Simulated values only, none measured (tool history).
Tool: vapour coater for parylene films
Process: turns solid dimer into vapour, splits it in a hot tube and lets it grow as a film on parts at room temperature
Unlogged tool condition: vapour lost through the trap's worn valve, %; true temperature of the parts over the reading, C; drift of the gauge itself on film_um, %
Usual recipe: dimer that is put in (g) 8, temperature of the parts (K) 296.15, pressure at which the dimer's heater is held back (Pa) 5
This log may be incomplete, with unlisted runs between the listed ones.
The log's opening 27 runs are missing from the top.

| run | day | dimer that is put in (g) | temperature of the parts (K) | pressure at which the dimer's heater is held back (Pa) | hours of work since the trap's valve was overhauled | hours of work since the table's thermometer was calibrated | thickness of the film (um) |
|---|---|---|---|---|---|---|---|
|  | 32.412 | trap's valve overhauled |
| 28 | 32.533 | 8 | 297.15 | 5 | 3 | 1940 | 1.92 |
| 29 | 33.425 | 8 | 288.15 | 2.35 | 21 | 1959 | 3.25 |
| 30 | 34.983 | 7 | 295.15 | 5.95 | 54 | 1992 | 1.73 |
| 31 | 35.971 | 6 | 289.15 | 5 | 75 | 2013 | 1.98 |
| 32 | 37.104 | 6 | 289.15 | 5 | 99 | 2036 | 1.97 |
| 33 | 38.433 | 6 | 289.15 | 5 | 127 | 2064 | 1.97 |
| 34 | 39.175 | 6 | 289.15 | 5 | 143 | 2080 | 1.97 |
| 35 | 39.933 | 4 | 289.15 | 5 | 159 | 2096 | 1.32 |
| 36 | 41.304 | 4 | 290.15 | 5.36 | 188 | 2125 | 1.24 |
| 37 | 42.929 | 3 | 288.15 | 5 | 222 | 2159 | 1.02 |
| 38 | 43.871 | 3 | 288.15 | 5 | 242 | 2179 | 1.04 |
| 39 | 45.446 | 8 | 289.15 | 2.56 | 275 | 2213 | 3.09 |
| 40 | 46.192 | 8 | 289.15 | 2.56 | 291 | 2228 | 3.09 |
|  | 46.696 | table's thermometer calibrated |
| 41 | 47.054 | 8 | 306.15 | 10.77 | 308 | 8 | 1.1 |
| 42 | 48.458 | 8 | 306.15 | 10.77 | 338 | 37 | 1.09 |
| 43 | 49.404 | 8 | 296.15 | 4.96 | 358 | 57 | 1.97 |
| 44 | 50.842 | 6 | 289.15 | 8.91 | 388 | 88 | 1.73 |
| 45 | 52.075 | 6 | 289.15 | 8.91 | 414 | 114 | 1.73 |
| 46 | 52.942 | 3 | 291.15 | 11.67 | 433 | 132 | 0.74 |
| 47 | 54.192 | 13 | 291.15 | 11.67 | 459 | 158 | 3.24 |

Each row is a separate what-if for the run after 47, all from the same tool condition, not one after another. Results?
| A | 55.838 | 6 | 296.15 | 5 | 494 | 193 | ? |
| B | 55.838 | 6 | 297.15 | 3.58 | 494 | 193 | ? |
| C | 55.838 | 13 | 297.15 | 6.11 | 494 | 193 | ? |
| D | 55.838 | 5 | 291.15 | 5.49 | 494 | 193 | ? |

| run | thickness of the film (um) |
|---|---|
| A | 1.48 |
| B | 1.52 |
| C | 2.94 |
| D | 1.46 |
Without the tool's unlogged condition, the same runs would have read:
| run | thickness of the film (um) |
|---|---|
| A | 1.48 |
| B | 1.52 |
| C | 2.94 |
| D | 1.46 |

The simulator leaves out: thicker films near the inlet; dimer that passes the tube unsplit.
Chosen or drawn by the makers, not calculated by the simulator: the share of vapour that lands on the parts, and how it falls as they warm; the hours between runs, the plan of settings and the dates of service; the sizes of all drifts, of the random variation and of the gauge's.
